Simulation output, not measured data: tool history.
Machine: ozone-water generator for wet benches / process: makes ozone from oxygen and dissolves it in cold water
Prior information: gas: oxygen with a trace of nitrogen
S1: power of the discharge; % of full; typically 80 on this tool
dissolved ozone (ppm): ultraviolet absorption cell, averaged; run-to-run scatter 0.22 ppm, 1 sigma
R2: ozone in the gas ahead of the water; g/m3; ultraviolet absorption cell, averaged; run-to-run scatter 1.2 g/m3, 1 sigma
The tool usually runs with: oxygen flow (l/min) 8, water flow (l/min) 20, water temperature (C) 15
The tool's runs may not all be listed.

{"run": 1, "day": 0.0, "S1": 80, "oxygen flow (l/min)": 8, "water flow (l/min)": 20, "water temperature (C)": 15, "dissolved ozone (ppm)": 28.6, "R2": 212}
{"day": 3.171, "done": "water thermometer calibrated"}
{"run": 2, "day": 5.679, "S1": 75, "oxygen flow (l/min)": 8, "water flow (l/min)": 20, "water temperature (C)": 15, "dissolved ozone (ppm)": 27.7, "R2": 200.8}
{"run": 3, "day": 13.633, "S1": 75, "oxygen flow (l/min)": 8, "water flow (l/min)": 20, "water temperature (C)": 15, "dissolved ozone (ppm)": 27.6, "R2": 201.1}
{"run": 4, "day": 20.658, "S1": 80, "oxygen flow (l/min)": 8, "water flow (l/min)": 24, "water temperature (C)": 15, "dissolved ozone (ppm)": 24.8, "R2": 209.1}
{"run": 5, "day": 29.171, "S1": 80, "oxygen flow (l/min)": 8, "water flow (l/min)": 20, "water temperature (C)": 15, "dissolved ozone (ppm)": 28.4, "R2": 208.2}
{"run": 6, "day": 35.612, "S1": 80, "oxygen flow (l/min)": 8, "water flow (l/min)": 22, "water temperature (C)": 15, "dissolved ozone (ppm)": 26, "R2": 207}
{"run": 7, "day": 44.512, "S1": 80, "oxygen flow (l/min)": 4.22, "water flow (l/min)": 20, "water temperature (C)": 15, "dissolved ozone (ppm)": 29.6, "R2": 316}
{"run": 8, "day": 54.033, "S1": 80, "oxygen flow (l/min)": 4.22, "water flow (l/min)": 20, "water temperature (C)": 15, "dissolved ozone (ppm)": 29.4, "R2": 310.9}
{"run": 9, "day": 59.246, "S1": 42, "oxygen flow (l/min)": 5.13, "water flow (l/min)": 20, "water temperature (C)": 15, "dissolved ozone (ppm)": 18.6, "R2": 176.7}
{"run": 10, "day": 64.012, "S1": 80, "oxygen flow (l/min)": 8, "water flow (l/min)": 21, "water temperature (C)": 14, "dissolved ozone (ppm)": 26.8, "R2": 203.9}

What if the next run were any one of these 5? Each begins from the tool's condition after run 10:
{"run": "A", "day": 71.308, "S1": 80, "oxygen flow (l/min)": 8, "water flow (l/min)": 20, "water temperature (C)": 14, "dissolved ozone (ppm)": "?", "R2": "?"}
{"run": "B", "day": 71.308, "S1": 60, "oxygen flow (l/min)": 8.14, "water flow (l/min)": 24, "water temperature (C)": 15, "dissolved ozone (ppm)": "?", "R2": "?"}
{"run": "C", "day": 71.308, "S1": 77, "oxygen flow (l/min)": 8, "water flow (l/min)": 17, "water temperature (C)": 7, "dissolved ozone (ppm)": "?", "R2": "?"}
{"run": "D", "day": 71.308, "S1": 80, "oxygen flow (l/min)": 8, "water flow (l/min)": 21, "water temperature (C)": 19, "dissolved ozone (ppm)": "?", "R2": "?"}
{"run": "E", "day": 71.308, "S1": 80, "oxygen flow (l/min)": 8, "water flow (l/min)": 29, "water temperature (C)": 14, "dissolved ozone (ppm)": "?", "R2": "?"}

run=A dissolved_ozone_(ppm)=27.5 R2=202
run=B dissolved_ozone_(ppm)=19.4 R2=165.2
run=C dissolved_ozone_(ppm)=34 R2=197.6
run=D dissolved_ozone_(ppm)=24.2 R2=204.2
run=E dissolved_ozone_(ppm)=20.3 R2=201.8
Without the tool's unlogged condition, the same runs would have read:
run=A dissolved_ozone_(ppm)=32.8 R2=221
run=B dissolved_ozone_(ppm)=22.9 R2=177.8
run=C dissolved_ozone_(ppm)=40.2 R2=215.7
run=D dissolved_ozone_(ppm)=28.9 R2=223.4
run=E dissolved_ozone_(ppm)=24.5 R2=220.9
